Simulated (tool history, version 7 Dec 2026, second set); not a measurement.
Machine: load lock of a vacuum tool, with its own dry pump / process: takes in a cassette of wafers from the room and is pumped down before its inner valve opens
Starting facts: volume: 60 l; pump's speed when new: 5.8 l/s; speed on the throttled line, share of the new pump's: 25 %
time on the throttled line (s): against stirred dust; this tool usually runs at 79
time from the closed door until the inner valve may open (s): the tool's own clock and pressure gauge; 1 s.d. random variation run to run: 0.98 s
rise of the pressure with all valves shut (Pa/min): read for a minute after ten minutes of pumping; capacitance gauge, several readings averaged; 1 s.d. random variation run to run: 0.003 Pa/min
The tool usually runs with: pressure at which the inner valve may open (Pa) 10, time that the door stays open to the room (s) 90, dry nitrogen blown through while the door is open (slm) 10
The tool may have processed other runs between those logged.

run,hour,time on the throttled line (s),pressure at which the inner valve may open (Pa),time that the door stays open to the room (s),dry nitrogen blown through while the door is open (slm),"incoming humidity of the room's air, %",time from the closed door until the inner valve may open (s),rise of the pressure with all valves shut (Pa/min)
1,0.0,79,10,90,10,44.0,180.5,0.069
2,99.6,79,10,90,10,46.1,182.3,0.069
3,177.8,79,10,90,10,45.1,182.7,0.081
4,346.4,79,10,90,10,46.7,181.7,0.081
# hour 378.9: dry pump taken out, an overhauled one fitted
5,524.6,79,10,90,10,44.3,155.6,0.070
6,693.7,79,10,90,10,42.3,154.5,0.073
7,859.9,79,10,90,10,46.7,155.8,0.080
8,1005.7,79,10,90,10,44.0,156.8,0.083
9,1116.6,139,10,90,7,47.2,201.9,0.086
10,1225.7,139,10,90,7,44.9,203.1,0.089
11,1329.1,79,10,234,10,44.8,157.9,0.130
12,1472.2,79,10,234,10,46.6,155.3,0.138
13,1652.0,79,10,234,5,43.1,156.9,0.150
14,1799.5,79,18,96,10,40.9,151.2,0.080
15,1882.3,67,18,90,10,46.3,142.3,0.089

Branching from run 15: 3 alternative next runs. What would each branch give?
A,1957.8,79,18,221,10,44.0,?,?
B,1957.8,67,10,143,35,46.3,?,?
C,1957.8,70,18,90,4,46.8,?,?

run,time from the closed door until the inner valve may open (s),rise of the pressure with all valves shut (Pa/min)
A,151.3,0.126
B,150.3,0.074
C,144.8,0.103
Stripped of hidden state, with their random variation kept, the same runs would have yielded:
run,time from the closed door until the inner valve may open (s),rise of the pressure with all valves shut (Pa/min)
A,149.2,0.088
B,147.8,0.036
C,142.6,0.065

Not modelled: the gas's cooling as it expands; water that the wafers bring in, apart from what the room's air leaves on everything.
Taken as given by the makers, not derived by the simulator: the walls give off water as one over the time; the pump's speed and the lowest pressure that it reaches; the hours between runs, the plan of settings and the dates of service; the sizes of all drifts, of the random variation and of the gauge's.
